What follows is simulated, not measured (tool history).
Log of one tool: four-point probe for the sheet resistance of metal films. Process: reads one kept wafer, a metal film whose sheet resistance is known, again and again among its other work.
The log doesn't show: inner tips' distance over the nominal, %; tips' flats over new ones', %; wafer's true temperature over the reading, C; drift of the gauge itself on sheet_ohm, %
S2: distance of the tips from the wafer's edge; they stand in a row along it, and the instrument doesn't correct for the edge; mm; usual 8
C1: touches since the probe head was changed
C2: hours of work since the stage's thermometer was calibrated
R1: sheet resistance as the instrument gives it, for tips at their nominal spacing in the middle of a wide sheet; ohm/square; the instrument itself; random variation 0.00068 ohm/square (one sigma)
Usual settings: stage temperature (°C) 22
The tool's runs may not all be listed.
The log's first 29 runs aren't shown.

{"run": 30, "hour": 1473.6, "stage temperature (°C)": 22, "S2": 8, "C1": 35394, "C2": 60, "R1": 3.41618}
{"hour": 1538.5, "done": "stage's thermometer calibrated, once more"}
{"run": 31, "hour": 1551.0, "stage temperature (°C)": 28, "S2": 5, "C1": 36757, "C2": 7, "R1": 3.475645}
{"run": 32, "hour": 1605.4, "stage temperature (°C)": 28, "S2": 5, "C1": 37722, "C2": 40, "R1": 3.476751}
{"run": 33, "hour": 1648.0, "stage temperature (°C)": 28, "S2": 5, "C1": 38478, "C2": 66, "R1": 3.475805}
{"run": 34, "hour": 1692.6, "stage temperature (°C)": 20, "S2": 9, "C1": 39270, "C2": 92, "R1": 3.412522}
{"run": 35, "hour": 1731.2, "stage temperature (°C)": 18, "S2": 28, "C1": 39955, "C2": 116, "R1": 3.383008}
{"run": 36, "hour": 1791.6, "stage temperature (°C)": 21, "S2": 41, "C1": 41026, "C2": 152, "R1": 3.378069}
{"run": 37, "hour": 1858.6, "stage temperature (°C)": 33, "S2": 29, "C1": 42214, "C2": 192, "R1": 3.358666}
{"run": 38, "hour": 1920.1, "stage temperature (°C)": 25, "S2": 29, "C1": 43306, "C2": 229, "R1": 3.371997}
{"run": 39, "hour": 1979.6, "stage temperature (°C)": 18, "S2": 25, "C1": 44361, "C2": 265, "R1": 3.386236}

4 ways to go on from here, each from the tool as it stands after run 39. What would each give?
{"run": "A", "hour": 2025.3, "stage temperature (°C)": 20, "S2": 25, "C1": 45171, "C2": 292, "R1": "?"}
{"run": "B", "hour": 2025.3, "stage temperature (°C)": 21, "S2": 8, "C1": 45171, "C2": 292, "R1": "?"}
{"run": "C", "hour": 2025.3, "stage temperature (°C)": 22, "S2": 4, "C1": 45171, "C2": 292, "R1": "?"}
{"run": "D", "hour": 2025.3, "stage temperature (°C)": 20, "S2": 8, "C1": 45171, "C2": 292, "R1": "?"}

run=A R1=3.383581
run=B R1=3.422489
run=C R1=3.548469
run=D R1=3.422229
Without the tool's hidden state the same runs would have given:
run=A R1=3.370083
run=B R1=3.408847
run=C R1=3.534369
run=D R1=3.408590

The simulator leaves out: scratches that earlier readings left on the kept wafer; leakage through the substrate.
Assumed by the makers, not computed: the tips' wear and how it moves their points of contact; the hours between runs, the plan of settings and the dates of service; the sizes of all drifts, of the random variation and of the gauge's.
